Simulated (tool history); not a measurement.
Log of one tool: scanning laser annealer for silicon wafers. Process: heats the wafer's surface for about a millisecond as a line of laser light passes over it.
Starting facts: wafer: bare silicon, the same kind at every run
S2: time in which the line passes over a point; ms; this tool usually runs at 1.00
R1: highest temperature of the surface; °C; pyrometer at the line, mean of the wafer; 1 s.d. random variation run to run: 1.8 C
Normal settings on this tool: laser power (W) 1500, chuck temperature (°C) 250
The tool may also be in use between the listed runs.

{"run": 1, "hour": 0.0, "laser power (W)": 1500, "S2": 1.0, "chuck temperature (°C)": 250, "R1": 1013}
{"run": 2, "hour": 45.6, "laser power (W)": 1500, "S2": 1.0, "chuck temperature (°C)": 250, "R1": 1015}
{"run": 3, "hour": 76.7, "laser power (W)": 1500, "S2": 1.0, "chuck temperature (°C)": 250, "R1": 1009}
{"run": 4, "hour": 102.2, "laser power (W)": 1500, "S2": 1.0, "chuck temperature (°C)": 250, "R1": 1009}
{"run": 5, "hour": 146.8, "laser power (W)": 1500, "S2": 1.0, "chuck temperature (°C)": 250, "R1": 1012}
{"run": 6, "hour": 180.4, "laser power (W)": 1354, "S2": 1.0, "chuck temperature (°C)": 250, "R1": 927}
{"run": 7, "hour": 225.3, "laser power (W)": 1354, "S2": 1.0, "chuck temperature (°C)": 250, "R1": 923}
{"run": 8, "hour": 244.3, "laser power (W)": 1354, "S2": 1.0, "chuck temperature (°C)": 250, "R1": 923}
{"hour": 256.8, "done": "window over the wafer cleaned"}
{"run": 9, "hour": 272.3, "laser power (W)": 1354, "S2": 0.72, "chuck temperature (°C)": 250, "R1": 832}
{"hour": 303.6, "done": "optics aligned, line set to its width"}
{"run": 10, "hour": 313.0, "laser power (W)": 1354, "S2": 0.89, "chuck temperature (°C)": 250, "R1": 914}
{"run": 11, "hour": 352.6, "laser power (W)": 1354, "S2": 0.89, "chuck temperature (°C)": 250, "R1": 913}
{"run": 12, "hour": 377.6, "laser power (W)": 1354, "S2": 0.89, "chuck temperature (°C)": 250, "R1": 914}
{"run": 13, "hour": 419.9, "laser power (W)": 1500, "S2": 1.0, "chuck temperature (°C)": 250, "R1": 1036}
{"run": 14, "hour": 454.2, "laser power (W)": 1646, "S2": 1.0, "chuck temperature (°C)": 250, "R1": 1125}
{"run": 15, "hour": 495.9, "laser power (W)": 1646, "S2": 1.0, "chuck temperature (°C)": 250, "R1": 1122}
{"run": 16, "hour": 520.3, "laser power (W)": 1646, "S2": 1.0, "chuck temperature (°C)": 250, "R1": 1122}
{"run": 17, "hour": 553.3, "laser power (W)": 1500, "S2": 1.0, "chuck temperature (°C)": 250, "R1": 1032}
{"run": 18, "hour": 589.8, "laser power (W)": 1500, "S2": 1.0, "chuck temperature (°C)": 250, "R1": 1032}
{"run": 19, "hour": 635.5, "laser power (W)": 1500, "S2": 1.11, "chuck temperature (°C)": 250, "R1": 1071}
{"run": 20, "hour": 656.9, "laser power (W)": 1500, "S2": 1.11, "chuck temperature (°C)": 250, "R1": 1072}
{"run": 21, "hour": 693.6, "laser power (W)": 1385, "S2": 0.76, "chuck temperature (°C)": 282, "R1": 900}
{"run": 22, "hour": 732.0, "laser power (W)": 1616, "S2": 0.92, "chuck temperature (°C)": 273, "R1": 1085}
{"run": 23, "hour": 761.8, "laser power (W)": 1616, "S2": 0.92, "chuck temperature (°C)": 273, "R1": 1086}
{"run": 24, "hour": 788.3, "laser power (W)": 1362, "S2": 0.73, "chuck temperature (°C)": 277, "R1": 872}
{"run": 25, "hour": 830.1, "laser power (W)": 1362, "S2": 0.73, "chuck temperature (°C)": 277, "R1": 870}
{"run": 26, "hour": 858.0, "laser power (W)": 1362, "S2": 0.73, "chuck temperature (°C)": 277, "R1": 867}
{"run": 27, "hour": 884.6, "laser power (W)": 1362, "S2": 0.73, "chuck temperature (°C)": 277, "R1": 867}
{"hour": 898.0, "done": "window over the wafer cleaned"}
{"run": 28, "hour": 919.2, "laser power (W)": 1446, "S2": 1.21, "chuck temperature (°C)": 237, "R1": 1068}
{"run": 29, "hour": 949.3, "laser power (W)": 1446, "S2": 1.21, "chuck temperature (°C)": 237, "R1": 1067}
{"run": 30, "hour": 980.9, "laser power (W)": 1612, "S2": 1.0, "chuck temperature (°C)": 250, "R1": 1100}
{"run": 31, "hour": 1011.4, "laser power (W)": 1532, "S2": 1.0, "chuck temperature (°C)": 249, "R1": 1049}
{"run": 32, "hour": 1035.6, "laser power (W)": 1523, "S2": 0.72, "chuck temperature (°C)": 249, "R1": 929}
{"run": 33, "hour": 1061.2, "laser power (W)": 1523, "S2": 0.72, "chuck temperature (°C)": 249, "R1": 925}
{"run": 34, "hour": 1090.1, "laser power (W)": 1500, "S2": 1.12, "chuck temperature (°C)": 250, "R1": 1076}
{"run": 35, "hour": 1116.6, "laser power (W)": 1545, "S2": 1.12, "chuck temperature (°C)": 250, "R1": 1105}
{"run": 36, "hour": 1157.0, "laser power (W)": 1647, "S2": 1.12, "chuck temperature (°C)": 250, "R1": 1167}
{"run": 37, "hour": 1184.3, "laser power (W)": 1443, "S2": 1.0, "chuck temperature (°C)": 233, "R1": 981}
{"run": 38, "hour": 1222.2, "laser power (W)": 1443, "S2": 0.71, "chuck temperature (°C)": 233, "R1": 860}
{"run": 39, "hour": 1241.5, "laser power (W)": 1435, "S2": 1.01, "chuck temperature (°C)": 241, "R1": 985}
{"run": 40, "hour": 1275.9, "laser power (W)": 1435, "S2": 0.83, "chuck temperature (°C)": 218, "R1": 890}

Consider 5 possible next runs. They are alternatives, not a sequence: every one starts from the tool as it was left by run 40. What does each give?
{"run": "A", "hour": 1311.8, "laser power (W)": 1500, "S2": 1.0, "chuck temperature (°C)": 232, "R1": "?"}
{"run": "B", "hour": 1311.8, "laser power (W)": 1299, "S2": 1.0, "chuck temperature (°C)": 250, "R1": "?"}
{"run": "C", "hour": 1311.8, "laser power (W)": 1435, "S2": 0.83, "chuck temperature (°C)": 287, "R1": "?"}
{"run": "D", "hour": 1311.8, "laser power (W)": 1435, "S2": 0.91, "chuck temperature (°C)": 253, "R1": "?"}
{"run": "E", "hour": 1311.8, "laser power (W)": 1435, "S2": 0.83, "chuck temperature (°C)": 218, "R1": "?"}

run=A R1=1008
run=B R1=909
run=C R1=960
run=D R1=959
run=E R1=891
With no hidden state in the tool, these same runs would have given:
run=A R1=1023
run=B R1=921
run=C R1=972
run=D R1=972
run=E R1=903

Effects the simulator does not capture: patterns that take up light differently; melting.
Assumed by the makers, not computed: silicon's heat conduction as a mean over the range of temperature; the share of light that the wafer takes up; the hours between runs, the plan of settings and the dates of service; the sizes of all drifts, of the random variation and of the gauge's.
